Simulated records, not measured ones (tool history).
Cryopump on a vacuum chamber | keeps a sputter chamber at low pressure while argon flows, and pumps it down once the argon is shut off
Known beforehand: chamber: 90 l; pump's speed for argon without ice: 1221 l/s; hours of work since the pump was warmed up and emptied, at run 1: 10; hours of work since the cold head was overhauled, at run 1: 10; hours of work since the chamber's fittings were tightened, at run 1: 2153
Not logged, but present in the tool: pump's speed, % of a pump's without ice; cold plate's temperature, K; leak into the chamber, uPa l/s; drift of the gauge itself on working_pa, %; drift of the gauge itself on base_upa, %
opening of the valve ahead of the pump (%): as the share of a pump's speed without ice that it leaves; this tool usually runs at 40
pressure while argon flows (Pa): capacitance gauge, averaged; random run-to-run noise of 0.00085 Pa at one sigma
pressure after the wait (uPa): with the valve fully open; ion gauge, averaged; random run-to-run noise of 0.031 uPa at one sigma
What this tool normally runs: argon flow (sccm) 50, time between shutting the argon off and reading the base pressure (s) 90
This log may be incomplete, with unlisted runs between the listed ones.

run,day,argon flow (sccm),time between shutting the argon off and reading the base pressure (s),opening of the valve ahead of the pump (%),hours of work since the pump was warmed up and emptied,hours of work since the cold head was overhauled,hours of work since the chamber's fittings were tightened,pressure while argon flows (Pa),pressure after the wait (uPa)
1,0,50,90,40,10,10,2153,0.1729,1.8
2,2.992,50,90,40,51,51,2194,0.1745,1.92
3,4.717,50,90,40,74,74,2217,0.1742,1.94
4,6.7,74,90,40,101,101,2244,0.2576,1.92
5,8.642,74,90,40,127,127,2271,0.2585,1.93
6,11.933,74,90,40,172,172,2315,0.2606,1.92
7,13.538,50,90,40,194,194,2337,0.1768,1.98
8,16.2,50,90,40,230,230,2373,0.177,1.99
9,17.888,50,90,40,253,253,2396,0.1764,1.99
10,21.229,50,90,40,298,298,2441,0.178,2.05
11,22.892,50,90,40,320,320,2464,0.1774,1.95
12,26.125,50,90,40,364,364,2508,0.1779,2.03
13,28.021,58,103,40,390,390,2533,0.2089,1.81
14,30.029,58,103,40,417,417,2561,0.2079,1.87
15,33.129,51,283,24,459,459,2603,0.302,1.12
16,36.096,51,283,24,499,499,2643,0.3024,1.12
17,37.675,47,255,23,521,521,2664,0.2909,1.18
18,41.033,41,140,45,566,566,2710,0.1342,1.6
19,42.946,97,290,45,592,592,2736,0.3173,1.17
20,46.304,97,290,45,638,638,2781,0.3192,1.12
21,48.104,50,53,45,662,662,2806,0.1648,3.06
22,51.071,50,53,45,702,702,2846,0.1654,3.08
23,53.45,50,32,40,735,735,2878,0.1854,4.5

Each row is a separate what-if for the run after 23, all from the same tool condition, not one after another. Results?
A,56.792,49,92,40,780,780,2923,?,?
B,56.792,61,54,40,780,780,2923,?,?
C,56.792,35,32,53,780,780,2923,?,?
D,56.792,22,54,40,780,780,2923,?,?
E,56.792,50,21,56,780,780,2923,?,?

run,pressure while argon flows (Pa),pressure after the wait (uPa)
A,0.1829,2.11
B,0.2269,3.05
C,0.1009,4.62
D,0.0818,3.04
E,0.137,6.52
Without the tool's hidden state the same runs would have given:
run,pressure while argon flows (Pa),pressure after the wait (uPa)
A,0.1693,1.55
B,0.21,2.49
C,0.0911,4.05
D,0.0756,2.48
E,0.1232,5.96
